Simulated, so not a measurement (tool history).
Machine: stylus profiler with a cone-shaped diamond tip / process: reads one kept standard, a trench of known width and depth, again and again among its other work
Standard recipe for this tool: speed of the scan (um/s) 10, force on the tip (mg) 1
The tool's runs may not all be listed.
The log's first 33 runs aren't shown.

| run | hour | speed of the scan (um/s) | force on the tip (mg) | scans with this tip | hours of work since the height scale was calibrated | depth of the trench (nm) | width of the trench's floor (nm) |
|---|---|---|---|---|---|---|---|
| 34 | 406.2 | 8 | 0.43 | 1542 | 97 | 502.01 | 17140 |
| 35 | 416.6 | 6 | 0.64 | 1567 | 102 | 502.5 | 17170 |
| 36 | 424.4 | 3 | 1 | 1585 | 106 | 503.3 | 17230 |
| 37 | 439.9 | 3 | 2.81 | 1623 | 114 | 506.33 | 17250 |
| 38 | 451.2 | 10 | 1.56 | 1650 | 120 | 504.43 | 17140 |
| 39 | 466.2 | 10 | 2.5 | 1686 | 128 | 506.11 | 17210 |
| 40 | 480.5 | 38 | 1.63 | 1721 | 135 | 504.25 | 16970 |
| 41 | 488.9 | 38 | 1.63 | 1741 | 140 | 504.69 | 16970 |
| 42 | 498.4 | 14 | 2.54 | 1764 | 145 | 505.75 | 17120 |
| 43 | 505.9 | 3 | 0.86 | 1782 | 149 | 503.03 | 17170 |
| 44 | 513.6 | 28 | 1.97 | 1801 | 153 | 505.2 | 17030 |
| 45 | 522 | 28 | 1.97 | 1821 | 157 | 504.96 | 17070 |

Forecast each of these 4 alternatives for the next run:
| A | 531.4 | 10 | 2.07 | 1844 | 162 | ? | ? |
| B | 531.4 | 12 | 1 | 1844 | 162 | ? | ? |
| C | 531.4 | 4 | 0.38 | 1844 | 162 | ? | ? |
| D | 531.4 | 16 | 2.92 | 1844 | 162 | ? | ? |

| run | depth of the trench (nm) | width of the trench's floor (nm) |
|---|---|---|
| A | 505.51 | 17190 |
| B | 503.36 | 17100 |
| C | 501.84 | 17150 |
| D | 506.61 | 17180 |
Without the tool's unlogged condition, the same runs would have read:
| run | depth of the trench (nm) | width of the trench's floor (nm) |
|---|---|---|
| A | 505.54 | 17310 |
| B | 503.39 | 17220 |
| C | 501.87 | 17270 |
| D | 506.64 | 17300 |

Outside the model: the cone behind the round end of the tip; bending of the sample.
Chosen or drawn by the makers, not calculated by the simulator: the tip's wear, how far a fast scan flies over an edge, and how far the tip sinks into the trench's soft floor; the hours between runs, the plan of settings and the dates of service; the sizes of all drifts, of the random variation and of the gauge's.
